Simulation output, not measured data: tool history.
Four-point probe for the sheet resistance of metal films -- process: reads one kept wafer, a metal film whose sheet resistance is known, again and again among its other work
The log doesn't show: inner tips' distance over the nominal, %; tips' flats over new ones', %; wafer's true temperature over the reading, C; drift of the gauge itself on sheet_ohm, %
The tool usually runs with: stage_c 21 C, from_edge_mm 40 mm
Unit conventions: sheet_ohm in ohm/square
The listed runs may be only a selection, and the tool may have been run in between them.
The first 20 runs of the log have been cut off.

run     day  stage_c  from_edge_mm  touches since the probe head was changed  hours of work since the stage's thermometer was calibrated  sheet_ohm
 21  61.092       22             5                                    113724                                                        1018   6.707226
 22  65.408       22            14                                    115772                                                        1095   6.654819
 23  68.762       25             7                                    117365                                                        1155   6.679433
 24  71.096       21             3                                    118473                                                        1197   6.805678
 25  75.358       21             3                                    120497                                                        1273   6.804194
 26  77.379       23             3                                    121457                                                        1309   6.807895
 27  79.358       22             4                                    122396                                                        1345   6.738508
 28  81.229       18            62                                    123285                                                        1378   6.649174
 29  83.154       19            40                                    124199                                                        1413   6.648446
 30  85.875       18             5                                    125492                                                        1461   6.703249
 31  89.454       29            53                                    127191                                                        1525   6.652217
 32  91.550       29             8                                    128187                                                        1563   6.676275
 33  95.054       29             8                                    129850                                                        1626   6.675084

Here are 4 independent what-if runs from the current tool condition. What would each one return?
     96.917  -- stage's thermometer calibrated
  A  99.025       18            12                                    131726                                                          38          ?
     96.917  -- stage's thermometer calibrated
  B  99.025       29             4                                    131726                                                          38          ?
     96.917  -- stage's thermometer calibrated
  C  99.025       34            18                                    131726                                                          38          ?
     96.917  -- stage's thermometer calibrated
  D  99.025       21            13                                    131726                                                          38          ?

run  sheet_ohm
  A   6.668337
  B   6.754641
  C   6.673940
  D   6.667720
With no hidden state in the tool, these same runs would have given:
run  sheet_ohm
  A   6.608669
  B   6.694230
  C   6.614177
  D   6.608049

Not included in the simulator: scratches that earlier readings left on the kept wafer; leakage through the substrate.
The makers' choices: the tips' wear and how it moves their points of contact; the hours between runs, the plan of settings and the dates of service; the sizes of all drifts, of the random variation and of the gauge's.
